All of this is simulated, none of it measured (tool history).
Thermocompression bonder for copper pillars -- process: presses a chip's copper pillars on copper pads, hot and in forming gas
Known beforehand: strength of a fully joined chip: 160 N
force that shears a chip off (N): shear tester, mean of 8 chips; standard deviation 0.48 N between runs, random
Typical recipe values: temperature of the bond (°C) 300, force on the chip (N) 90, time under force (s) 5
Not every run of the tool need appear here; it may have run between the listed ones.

run,day,temperature of the bond (°C),force on the chip (N),time under force (s),force that shears a chip off (N)
1,0.000,300,90,5,98.2
2,1.104,300,90,15,127.9
# day 2.192: forming gas filter changed
3,2.604,300,90,5,99.9
4,4.392,300,90,5,100.0
5,5.462,300,90,5,100.5
6,6.929,300,90,5,100.5
# day 7.125: heater calibrated with a thermocouple chip
7,8.183,291,90,5,94.3
8,9.479,300,77,5,95.4
9,10.800,300,77,5,95.3
10,12.162,300,77,5,95.3
11,12.971,300,77,5,94.1
12,14.862,295,90,5,97.4
13,15.817,300,90,12,125.1
14,17.217,300,90,12,126.1
# day 17.379: forming gas filter changed
15,18.479,300,90,12,126.9
# day 18.821: heater calibrated with a thermocouple chip, once more
16,20.479,300,92,5,98.5
17,22.404,300,88,5,96.5
18,23.542,300,88,5,95.6
19,25.333,300,88,5,96.8
20,26.671,300,90,5,96.7
21,28.129,300,90,5,96.7
22,30.012,300,90,5,96.7
23,31.238,300,122,14,135.8
24,32.221,300,122,14,135.2
# day 32.546: forming gas filter changed
25,33.650,274,127,5,89.0
26,35.292,274,127,5,88.6
27,37.258,328,90,5,120.4
28,38.650,300,84,5,95.0
29,40.333,293,105,5,98.5
30,41.662,276,129,10,111.4
31,43.371,328,129,10,145.5
32,44.512,328,129,10,144.9
33,46.329,307,90,8,117.3
34,47.388,300,55,5,77.1
# day 47.550: forming gas filter changed
35,48.633,324,90,5,118.9
36,49.888,324,90,5,118.8
37,50.779,324,90,5,118.2
38,52.079,324,90,5,118.4
39,54.062,300,58,5,80.7
40,55.546,274,116,5,84.7

Forecast each of these 3 alternatives for the next run:
A,57.458,300,62,5,?
B,57.458,274,91,5,?
C,57.458,300,90,4,?

run,force that shears a chip off (N)
A,83.0
B,75.6
C,91.3
The same runs, with their run-to-run variation unchanged, on a tool lacking any hidden condition would have given:
run,force that shears a chip off (N)
A,81.7
B,74.2
C,90.1

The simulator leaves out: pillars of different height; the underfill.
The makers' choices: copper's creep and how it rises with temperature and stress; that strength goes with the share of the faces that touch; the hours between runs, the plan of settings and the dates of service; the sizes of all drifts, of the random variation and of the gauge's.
